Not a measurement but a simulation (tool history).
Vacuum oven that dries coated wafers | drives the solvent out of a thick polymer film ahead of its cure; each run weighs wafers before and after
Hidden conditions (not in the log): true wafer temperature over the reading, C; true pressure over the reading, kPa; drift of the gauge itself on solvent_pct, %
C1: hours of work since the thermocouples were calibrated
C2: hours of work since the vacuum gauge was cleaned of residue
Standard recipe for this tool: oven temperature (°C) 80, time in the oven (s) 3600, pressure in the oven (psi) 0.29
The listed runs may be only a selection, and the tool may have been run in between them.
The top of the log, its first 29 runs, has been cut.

run 30 day=15.979 | oven_temperature_(°C)=80 time_in_the_oven_(s)=3000 pressure_in_the_oven_(psi)=0.228 | C1=83 C2=399 | solvent_left_in_the_film_(%)=3.06
run 31 day=16.575 | oven_temperature_(°C)=80 time_in_the_oven_(s)=3000 pressure_in_the_oven_(psi)=0.228 | C1=91 C2=407 | solvent_left_in_the_film_(%)=3.09
run 32 day=17.125 | oven_temperature_(°C)=86 time_in_the_oven_(s)=1920 pressure_in_the_oven_(psi)=0.228 | C1=99 C2=415 | solvent_left_in_the_film_(%)=3.69
run 33 day=17.721 | oven_temperature_(°C)=75 time_in_the_oven_(s)=4080 pressure_in_the_oven_(psi)=0.239 | C1=107 C2=423 | solvent_left_in_the_film_(%)=3.17
run 34 day=18.233 | oven_temperature_(°C)=75 time_in_the_oven_(s)=4080 pressure_in_the_oven_(psi)=0.239 | C1=114 C2=430 | solvent_left_in_the_film_(%)=3.3
run 35 day=18.733 | oven_temperature_(°C)=75 time_in_the_oven_(s)=4080 pressure_in_the_oven_(psi)=0.239 | C1=121 C2=437 | solvent_left_in_the_film_(%)=3.23
run 36 day=19.25 | oven_temperature_(°C)=81 time_in_the_oven_(s)=2460 pressure_in_the_oven_(psi)=0.294 | C1=128 C2=444 | solvent_left_in_the_film_(%)=4.06
run 37 day=19.679 | oven_temperature_(°C)=81 time_in_the_oven_(s)=2460 pressure_in_the_oven_(psi)=0.294 | C1=134 C2=450 | solvent_left_in_the_film_(%)=4.02
run 38 day=20.046 | oven_temperature_(°C)=90 time_in_the_oven_(s)=2220 pressure_in_the_oven_(psi)=0.294 | C1=139 C2=455 | solvent_left_in_the_film_(%)=2.63
run 39 day=20.704 | oven_temperature_(°C)=90 time_in_the_oven_(s)=3120 pressure_in_the_oven_(psi)=0.251 | C1=148 C2=464 | solvent_left_in_the_film_(%)=1.61
run 40 day=21.121 | oven_temperature_(°C)=77 time_in_the_oven_(s)=2880 pressure_in_the_oven_(psi)=0.189 | C1=154 C2=470 | solvent_left_in_the_film_(%)=3.75
run 41 day=21.488 | oven_temperature_(°C)=77 time_in_the_oven_(s)=2880 pressure_in_the_oven_(psi)=0.364 | C1=159 C2=475 | solvent_left_in_the_film_(%)=4.66
run 42 day=22.092 | oven_temperature_(°C)=77 time_in_the_oven_(s)=2880 pressure_in_the_oven_(psi)=0.364 | C1=167 C2=483 | solvent_left_in_the_film_(%)=4.5
run 43 day=22.65 | oven_temperature_(°C)=80 time_in_the_oven_(s)=4320 pressure_in_the_oven_(psi)=0.548 | C1=175 C2=491 | solvent_left_in_the_film_(%)=3.65
run 44 day=23.275 | oven_temperature_(°C)=80 time_in_the_oven_(s)=4320 pressure_in_the_oven_(psi)=0.548 | C1=183 C2=499 | solvent_left_in_the_film_(%)=3.7
run 45 day=23.583 | oven_temperature_(°C)=80 time_in_the_oven_(s)=3600 pressure_in_the_oven_(psi)=0.165 | C1=187 C2=504 | solvent_left_in_the_film_(%)=2.26
run 46 day=24.3 | oven_temperature_(°C)=80 time_in_the_oven_(s)=3600 pressure_in_the_oven_(psi)=0.165 | C1=197 C2=513 | solvent_left_in_the_film_(%)=2.37

Predict each of these 4 candidate next runs independently; none follows another, all start after run 46:
run A day=24.988 | oven_temperature_(°C)=70 time_in_the_oven_(s)=5400 pressure_in_the_oven_(psi)=0.983 | C1=207 C2=523 | solvent_left_in_the_film_(%)=?
run B day=24.988 | oven_temperature_(°C)=87 time_in_the_oven_(s)=3600 pressure_in_the_oven_(psi)=0.589 | C1=207 C2=523 | solvent_left_in_the_film_(%)=?
run C day=24.988 | oven_temperature_(°C)=84 time_in_the_oven_(s)=3540 pressure_in_the_oven_(psi)=0.59 | C1=207 C2=523 | solvent_left_in_the_film_(%)=?
run D day=24.988 | oven_temperature_(°C)=65 time_in_the_oven_(s)=2820 pressure_in_the_oven_(psi)=0.422 | C1=207 C2=523 | solvent_left_in_the_film_(%)=?

run=A solvent_left_in_the_film_(%)=8.82
run=B solvent_left_in_the_film_(%)=2.99
run=C solvent_left_in_the_film_(%)=3.64
run=D solvent_left_in_the_film_(%)=8.47
Had the tool no hidden state, the same runs would have come out as:
run=A solvent_left_in_the_film_(%)=8.66
run=B solvent_left_in_the_film_(%)=2.9
run=C solvent_left_in_the_film_(%)=3.54
run=D solvent_left_in_the_film_(%)=8.31
